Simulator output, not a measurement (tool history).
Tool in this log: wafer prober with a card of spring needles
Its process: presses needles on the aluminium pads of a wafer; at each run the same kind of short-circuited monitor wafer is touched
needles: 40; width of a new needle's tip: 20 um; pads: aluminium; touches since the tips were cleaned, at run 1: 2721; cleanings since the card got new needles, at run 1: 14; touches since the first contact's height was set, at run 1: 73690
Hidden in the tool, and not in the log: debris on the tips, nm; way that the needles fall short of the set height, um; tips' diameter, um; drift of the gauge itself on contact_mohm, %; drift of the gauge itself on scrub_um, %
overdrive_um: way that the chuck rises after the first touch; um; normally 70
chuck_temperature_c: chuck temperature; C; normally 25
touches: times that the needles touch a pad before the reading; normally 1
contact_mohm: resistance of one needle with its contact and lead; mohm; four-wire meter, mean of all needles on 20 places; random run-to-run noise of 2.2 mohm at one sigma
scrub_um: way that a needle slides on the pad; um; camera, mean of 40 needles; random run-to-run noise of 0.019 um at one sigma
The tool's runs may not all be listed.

| run | day | overdrive_um | chuck_temperature_c | touches | touches since the tips were cleaned | cleanings since the card got new needles | touches since the first contact's height was set | contact_mohm | scrub_um |
|---|---|---|---|---|---|---|---|---|---|
| 1 | 0 | 70 | 25 | 1 | 2721 | 14 | 73690 | 340 | 9.15 |
|  | 0.304 | tips cleaned on abrasive film |
| 2 | 0.517 | 70 | 25 | 1 | 1285 | 15 | 76800 | 296 | 9.12 |
| 3 | 0.904 | 77 | 25 | 1 | 3623 | 15 | 79138 | 336 | 10.09 |
|  | 1.054 | tips cleaned on abrasive film |
| 4 | 1.488 | 77 | 25 | 1 | 2610 | 16 | 82633 | 316 | 10.07 |
|  | 1.779 | tips cleaned on abrasive film |
| 5 | 2.192 | 70 | 67 | 1 | 2508 | 17 | 86875 | 343 | 9.12 |
|  | 2.529 | tips cleaned on abrasive film |
| 6 | 3.033 | 70 | 67 | 1 | 3036 | 18 | 91923 | 348 | 9.14 |
|  | 3.279 | tips cleaned on abrasive film |
| 7 | 3.467 | 70 | 25 | 2 | 1129 | 19 | 94527 | 270 | 9.14 |
|  | 4.05 | tips cleaned on abrasive film |
| 8 | 4.238 | 70 | 25 | 1 | 1135 | 20 | 99155 | 295 | 9.14 |
| 9 | 4.679 | 70 | 25 | 1 | 3816 | 20 | 101836 | 361 | 9.14 |
|  | 4.783 | tips cleaned on abrasive film |
| 10 | 5.229 | 70 | 25 | 1 | 2703 | 21 | 105138 | 348 | 9.14 |
|  | 5.55 | tips cleaned on abrasive film |
| 11 | 5.688 | 70 | 25 | 1 | 826 | 22 | 107868 | 287 | 9.14 |
|  | 6.288 | tips cleaned on abrasive film |
| 12 | 6.5 | 70 | 25 | 1 | 1283 | 23 | 112752 | 296 | 9.13 |
|  | 7.008 | tips cleaned on abrasive film |
| 13 | 7.15 | 70 | 25 | 1 | 841 | 24 | 116656 | 283 | 9.08 |
| 14 | 7.55 | 70 | 25 | 1 | 3265 | 24 | 119080 | 354 | 9.08 |
|  | 7.733 | tips cleaned on abrasive film |
| 15 | 8.008 | 70 | 25 | 1 | 1661 | 25 | 121816 | 309 | 9.13 |
|  | 8.496 | tips cleaned on abrasive film |
| 16 | 8.804 | 75 | 25 | 1 | 1873 | 26 | 126617 | 309 | 9.74 |
|  | 9.242 | tips cleaned on abrasive film |
| 17 | 9.371 | 75 | 43 | 1 | 769 | 27 | 130005 | 280 | 9.77 |
|  | 10.017 | tips cleaned on abrasive film |
| 18 | 10.017 | 52 | 40 | 3 | 0 | 28 | 133903 | 259 | 6.64 |
| 19 | 10.708 | 52 | 40 | 3 | 4180 | 28 | 138083 | 336 | 6.7 |
|  | 10.775 | tips cleaned on abrasive film |
| 20 | 11.25 | 52 | 71 | 3 | 2863 | 29 | 141317 | 328 | 6.65 |
|  | 11.542 | tips cleaned on abrasive film |
| 21 | 11.925 | 52 | 71 | 3 | 2302 | 30 | 145377 | 320 | 6.65 |
|  | 12.271 | tips cleaned on abrasive film |
| 22 | 12.688 | 52 | 71 | 3 | 2521 | 31 | 149958 | 323 | 6.65 |
|  | 12.992 | tips cleaned on abrasive film |
| 23 | 13.396 | 52 | 71 | 3 | 2430 | 32 | 154211 | 319 | 6.67 |
|  | 13.717 | tips cleaned on abrasive film |
| 24 | 13.983 | 52 | 71 | 3 | 1608 | 33 | 157751 | 311 | 6.65 |
|  | 14.5 | tips cleaned on abrasive film |
| 25 | 14.796 | 57 | 25 | 1 | 1770 | 34 | 162628 | 376 | 7.3 |
|  | 15.279 | tips cleaned on abrasive film |
| 26 | 15.371 | 57 | 25 | 1 | 569 | 35 | 166089 | 307 | 7.27 |
| 27 | 15.938 | 66 | 25 | 1 | 3995 | 35 | 169515 | 388 | 8.48 |

Each row is a separate what-if for the run after 27, all from the same tool condition, not one after another. Results?
|  | 16.008 | tips cleaned on abrasive film |
| A | 16.362 | 66 | 25 | 2 | 2157 | 36 | 172067 | ? | ? |
|  | 16.008 | tips cleaned on abrasive film |
| B | 16.362 | 66 | 25 | 1 | 2157 | 36 | 172067 | ? | ? |
|  | 16.008 | tips cleaned on abrasive film |
| C | 16.362 | 86 | 25 | 1 | 2157 | 36 | 172067 | ? | ? |
|  | 16.008 | tips cleaned on abrasive film |
| D | 16.362 | 68 | 25 | 1 | 2157 | 36 | 172067 | ? | ? |
|  | 16.008 | tips cleaned on abrasive film |
| E | 16.362 | 80 | 57 | 2 | 2157 | 36 | 172067 | ? | ? |

| run | contact_mohm | scrub_um |
|---|---|---|
| A | 302 | 8.46 |
| B | 340 | 8.45 |
| C | 299 | 11.11 |
| D | 333 | 8.75 |
| E | 285 | 10.33 |
Without the tool's hidden state the same runs would have given:
| run | contact_mohm | scrub_um |
|---|---|---|
| A | 239 | 8.73 |
| B | 237 | 8.72 |
| C | 236 | 11.38 |
| D | 235 | 9.03 |
| E | 244 | 10.61 |
